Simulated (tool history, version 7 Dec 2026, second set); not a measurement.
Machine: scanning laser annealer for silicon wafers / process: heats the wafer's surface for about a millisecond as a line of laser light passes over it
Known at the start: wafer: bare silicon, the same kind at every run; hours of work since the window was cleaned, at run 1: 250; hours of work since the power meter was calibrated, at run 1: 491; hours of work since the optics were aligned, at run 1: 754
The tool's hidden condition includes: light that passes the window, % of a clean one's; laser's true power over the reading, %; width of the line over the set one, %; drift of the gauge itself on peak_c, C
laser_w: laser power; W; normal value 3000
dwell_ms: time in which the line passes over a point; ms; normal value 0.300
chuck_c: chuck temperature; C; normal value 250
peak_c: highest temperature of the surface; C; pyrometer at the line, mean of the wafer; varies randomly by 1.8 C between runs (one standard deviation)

run     day  laser_w  dwell_ms  chuck_c  hours of work since the window was cleaned  hours of work since the power meter was calibrated  hours of work since the optics were aligned  peak_c
  1   0.000     3000     0.300      250                                         250                                                 491                                          754     997
  2   0.617     3000     0.300      239                                         261                                                 503                                          765     985
  3   1.304     2714     0.300      239                                         274                                                 516                                          778     917
  4   1.821     2714     0.300      239                                         284                                                 526                                          788     914
  5   2.471     3000     0.300      250                                         297                                                 538                                          801     995
  6   2.892     3000     0.300      250                                         305                                                 546                                          809     999
  7   3.333     3000     0.300      250                                         313                                                 555                                          817     995
  8   3.996     3000     0.300      250                                         326                                                 567                                          830     995
  9   4.604     3000     0.300      250                                         337                                                 579                                          841     997
 10   5.054     3000     0.300      250                                         346                                                 587                                          850     995
 11   5.608     3000     0.300      250                                         357                                                 598                                          860     995
 12   5.925     3000     0.300      250                                         363                                                 604                                          866     994
 13   6.329     2875     0.212      227                                         370                                                 612                                          874     831
 14   6.721     2875     0.212      227                                         378                                                 619                                          882     835
 15   7.171     2875     0.212      227                                         386                                                 628                                          890     833
 16   7.671     2851     0.361      229                                         396                                                 637                                          900     997
 17   8.258     2851     0.258      278                                         407                                                 649                                          911     935
 18   8.750     3181     0.258      278                                         416                                                 658                                          920    1009
 19   9.296     2555     0.300      250                                         427                                                 668                                          931     884
 20   9.975     3000     0.287      250                                         440                                                 681                                          944     974
 21  10.392     2755     0.213      278                                         448                                                 689                                          952     855
 22  10.862     2854     0.262      242                                         457                                                 698                                          961     903

What if the next run were any one of these 5? Each begins from the tool's condition after run 22:
  A  11.454     3000     0.261      212                                         468                                                 709                                          972       ?
  B  11.454     2854     0.347      242                                         468                                                 709                                          972       ?
  C  11.454     3000     0.241      250                                         468                                                 709                                          972       ?
  D  11.454     3000     0.238      250                                         468                                                 709                                          972       ?
  E  11.454     2945     0.327      250                                         468                                                 709                                          972       ?

run  peak_c
  A     900
  B     999
  C     917
  D     909
  E    1005
With no hidden state in the tool, these same runs would have given:
run  peak_c
  A     927
  B    1029
  C     943
  D     935
  E    1035

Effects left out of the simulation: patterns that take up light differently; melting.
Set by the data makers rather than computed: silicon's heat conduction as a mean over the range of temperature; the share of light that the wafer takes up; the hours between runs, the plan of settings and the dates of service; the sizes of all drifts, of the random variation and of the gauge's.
